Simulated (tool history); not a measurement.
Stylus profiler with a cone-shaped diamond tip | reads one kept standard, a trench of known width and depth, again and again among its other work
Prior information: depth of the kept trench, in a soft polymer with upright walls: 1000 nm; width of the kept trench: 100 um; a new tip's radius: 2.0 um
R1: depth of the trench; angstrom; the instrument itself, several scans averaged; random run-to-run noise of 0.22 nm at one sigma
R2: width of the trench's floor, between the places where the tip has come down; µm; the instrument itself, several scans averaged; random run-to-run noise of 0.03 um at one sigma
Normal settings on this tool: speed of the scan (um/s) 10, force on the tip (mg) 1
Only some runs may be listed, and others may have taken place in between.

run 1 hour=0 | speed_of_the_scan_(um/s)=10 force_on_the_tip_(mg)=1 | R1=10031.6 R2=96.48
run 2 hour=16.9 | speed_of_the_scan_(um/s)=17 force_on_the_tip_(mg)=1 | R1=10031.9 R2=96.41
run 3 hour=48.9 | speed_of_the_scan_(um/s)=17 force_on_the_tip_(mg)=1 | R1=10029.3 R2=96.39
run 4 hour=77.3 | speed_of_the_scan_(um/s)=17 force_on_the_tip_(mg)=1 | R1=10031.5 R2=96.39
run 5 hour=104.1 | speed_of_the_scan_(um/s)=4 force_on_the_tip_(mg)=1 | R1=10029.9 R2=96.53
run 6 hour=119.3 | speed_of_the_scan_(um/s)=4 force_on_the_tip_(mg)=1 | R1=10031.2 R2=96.54
run 7 hour=137.2 | speed_of_the_scan_(um/s)=4 force_on_the_tip_(mg)=1 | R1=10027.7 R2=96.47
run 8 hour=155.7 | speed_of_the_scan_(um/s)=4 force_on_the_tip_(mg)=1 | R1=10034.6 R2=96.5
run 9 hour=187.9 | speed_of_the_scan_(um/s)=4 force_on_the_tip_(mg)=1 | R1=10034.3 R2=96.51
run 10 hour=209.4 | speed_of_the_scan_(um/s)=4 force_on_the_tip_(mg)=1 | R1=10033.4 R2=96.49
run 11 hour=226.4 | speed_of_the_scan_(um/s)=10 force_on_the_tip_(mg)=1.05 | R1=10030.3 R2=96.52
run 12 hour=243.1 | speed_of_the_scan_(um/s)=10 force_on_the_tip_(mg)=1.13 | R1=10033.5 R2=96.45
run 13 hour=269.2 | speed_of_the_scan_(um/s)=10 force_on_the_tip_(mg)=1.13 | R1=10034.2 R2=96.43
run 14 hour=288.9 | speed_of_the_scan_(um/s)=10 force_on_the_tip_(mg)=1.13 | R1=10037.8 R2=96.52
run 15 hour=307.9 | speed_of_the_scan_(um/s)=10 force_on_the_tip_(mg)=1.13 | R1=10034.2 R2=96.42
run 16 hour=328.5 | speed_of_the_scan_(um/s)=4 force_on_the_tip_(mg)=1.13 | R1=10035.2 R2=96.52
run 17 hour=351.6 | speed_of_the_scan_(um/s)=4 force_on_the_tip_(mg)=1.13 | R1=10032.3 R2=96.48
run 18 hour=368.2 | speed_of_the_scan_(um/s)=10 force_on_the_tip_(mg)=0.95 | R1=10032.6 R2=96.45
run 19 hour=383.3 | speed_of_the_scan_(um/s)=4 force_on_the_tip_(mg)=1 | R1=10032.1 R2=96.5
run 20 hour=406.2 | speed_of_the_scan_(um/s)=11 force_on_the_tip_(mg)=1 | R1=10029 R2=96.48
run 21 hour=430.9 | speed_of_the_scan_(um/s)=10 force_on_the_tip_(mg)=1 | R1=10032.8 R2=96.42
run 22 hour=457.6 | speed_of_the_scan_(um/s)=10 force_on_the_tip_(mg)=1 | R1=10028.7 R2=96.44
run 23 hour=470.8 | speed_of_the_scan_(um/s)=10 force_on_the_tip_(mg)=1 | R1=10031 R2=96.46
run 24 hour=494.8 | speed_of_the_scan_(um/s)=16 force_on_the_tip_(mg)=0.46 | R1=10022.1 R2=96.31
run 25 hour=514.8 | speed_of_the_scan_(um/s)=16 force_on_the_tip_(mg)=0.46 | R1=10016.4 R2=96.35
run 26 hour=534.9 | speed_of_the_scan_(um/s)=17 force_on_the_tip_(mg)=0.62 | R1=10023.2 R2=96.32
run 27 hour=549.5 | speed_of_the_scan_(um/s)=17 force_on_the_tip_(mg)=0.62 | R1=10018.5 R2=96.38
run 28 hour=568 | speed_of_the_scan_(um/s)=10 force_on_the_tip_(mg)=1.75 | R1=10046.3 R2=96.47
run 29 hour=594.6 | speed_of_the_scan_(um/s)=36 force_on_the_tip_(mg)=0.38 | R1=10019.6 R2=96.1
run 30 hour=623.4 | speed_of_the_scan_(um/s)=21 force_on_the_tip_(mg)=1.78 | R1=10044.9 R2=96.42
run 31 hour=646.7 | speed_of_the_scan_(um/s)=3 force_on_the_tip_(mg)=0.77 | R1=10026.5 R2=96.48
run 32 hour=668.8 | speed_of_the_scan_(um/s)=31 force_on_the_tip_(mg)=1.09 | R1=10031.7 R2=96.33
run 33 hour=699.6 | speed_of_the_scan_(um/s)=3 force_on_the_tip_(mg)=0.37 | R1=10014.2 R2=96.54
run 34 hour=719.6 | speed_of_the_scan_(um/s)=6 force_on_the_tip_(mg)=1.14 | R1=10037.7 R2=96.53
run 35 hour=746.4 | speed_of_the_scan_(um/s)=6 force_on_the_tip_(mg)=1.14 | R1=10034.4 R2=96.48
run 36 hour=763.2 | speed_of_the_scan_(um/s)=6 force_on_the_tip_(mg)=1.14 | R1=10038.2 R2=96.53
run 37 hour=784.3 | speed_of_the_scan_(um/s)=19 force_on_the_tip_(mg)=0.77 | R1=10031.2 R2=96.38
run 38 hour=805 | speed_of_the_scan_(um/s)=12 force_on_the_tip_(mg)=0.57 | R1=10020.1 R2=96.38
run 39 hour=829.1 | speed_of_the_scan_(um/s)=12 force_on_the_tip_(mg)=1.14 | R1=10033.1 R2=96.42
run 40 hour=861.4 | speed_of_the_scan_(um/s)=9 force_on_the_tip_(mg)=0.62 | R1=10019.2 R2=96.42
run 41 hour=879.5 | speed_of_the_scan_(um/s)=5 force_on_the_tip_(mg)=1 | R1=10034 R2=96.5
run 42 hour=893.2 | speed_of_the_scan_(um/s)=4 force_on_the_tip_(mg)=0.56 | R1=10019.6 R2=96.4
run 43 hour=921.2 | speed_of_the_scan_(um/s)=4 force_on_the_tip_(mg)=0.56 | R1=10027.1 R2=96.53
run 44 hour=951.8 | speed_of_the_scan_(um/s)=5 force_on_the_tip_(mg)=0.46 | R1=10015.5 R2=96.51
run 45 hour=974.7 | speed_of_the_scan_(um/s)=5 force_on_the_tip_(mg)=1.15 | R1=10037.1 R2=96.52
run 46 hour=994.9 | speed_of_the_scan_(um/s)=10 force_on_the_tip_(mg)=0.54 | R1=10023.7 R2=96.4

Not shown here: 1 entry made in the log between runs. Locate each between two listed runs and compare the hidden state at the listed run before it with the hidden state at the listed run after it:
Logged between run 39 and run 40: height scale calibrated on a step standard (hour 852.9)
  height scale over the true one, %: 0.002 -> 0
